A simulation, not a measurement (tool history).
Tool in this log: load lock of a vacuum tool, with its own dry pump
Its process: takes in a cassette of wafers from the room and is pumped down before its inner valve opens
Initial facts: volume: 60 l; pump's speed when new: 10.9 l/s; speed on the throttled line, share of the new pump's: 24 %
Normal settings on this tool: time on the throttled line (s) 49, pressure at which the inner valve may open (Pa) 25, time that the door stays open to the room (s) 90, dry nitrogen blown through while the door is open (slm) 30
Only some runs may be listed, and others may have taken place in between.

run,hour,time on the throttled line (s),pressure at which the inner valve may open (Pa),time that the door stays open to the room (s),dry nitrogen blown through while the door is open (slm),"incoming humidity of the room's air, %",time from the closed door until the inner valve may open (s),rise of the pressure with all valves shut (Pa/min)
1,0.0,49,25,90,30,44.6,83.0,0.051
2,152.7,49,25,90,30,45.1,83.3,0.049
3,382.8,49,25,90,30,45.1,83.8,0.053
4,498.7,49,25,56,30,44.3,84.3,0.054
5,612.4,49,25,90,30,45.6,82.8,0.057
6,830.7,49,25,90,30,45.5,83.1,0.063
7,1010.1,49,25,161,30,46.3,83.2,0.065
8,1249.5,49,25,90,30,45.3,83.6,0.064
9,1368.6,49,25,90,30,43.4,83.1,0.063
10,1522.3,49,25,90,30,48.2,83.1,0.072
11,1767.9,49,25,90,30,47.1,83.2,0.069
12,2006.8,49,25,90,30,42.2,84.0,0.072
13,2255.4,49,25,90,30,42.7,84.6,0.074
14,2380.3,49,25,90,30,46.0,83.8,0.078
15,2533.6,49,25,90,30,43.6,84.1,0.072
16,2665.1,49,25,90,30,44.0,83.8,0.080
17,2818.5,39,25,90,30,41.2,76.7,0.082
18,3004.3,39,25,90,30,46.2,76.6,0.088
19,3152.3,84,25,81,30,45.0,110.5,0.084
20,3376.2,84,25,36,30,47.1,110.5,0.089
21,3539.2,49,25,90,16,43.0,84.0,0.093
22,3747.8,78,26,40,31,45.7,106.4,0.090
23,3941.1,78,26,40,31,47.0,106.2,0.104
24,4127.7,53,22,148,6,42.2,89.0,0.121
25,4312.5,49,25,41,30,44.1,84.0,0.097
26,4413.0,49,25,41,30,47.8,84.7,0.110
27,4610.4,49,21,41,30,47.2,85.8,0.112
28,4833.0,67,44,51,17,43.3,95.0,0.114
29,5029.2,67,44,51,17,45.0,95.4,0.118

5 ways to go on from here, each from the tool as it stands after run 29. What would each give?
A,5217.9,39,22,54,17,41.6,?,?
B,5217.9,78,44,51,12,41.9,?,?
C,5217.9,67,44,234,17,46.6,?,?
D,5217.9,38,44,27,11,43.5,?,?
E,5217.9,26,26,90,24,42.8,?,?

run,time from the closed door until the inner valve may open (s),rise of the pressure with all valves shut (Pa/min)
A,77.5,0.127
B,103.2,0.122
C,95.5,0.141
D,74.1,0.125
E,67.7,0.121
Stripped of hidden state, with their random variation kept, the same runs would have yielded:
run,time from the closed door until the inner valve may open (s),rise of the pressure with all valves shut (Pa/min)
A,75.9,0.025
B,102.2,0.020
C,94.4,0.039
D,72.7,0.022
E,66.0,0.020
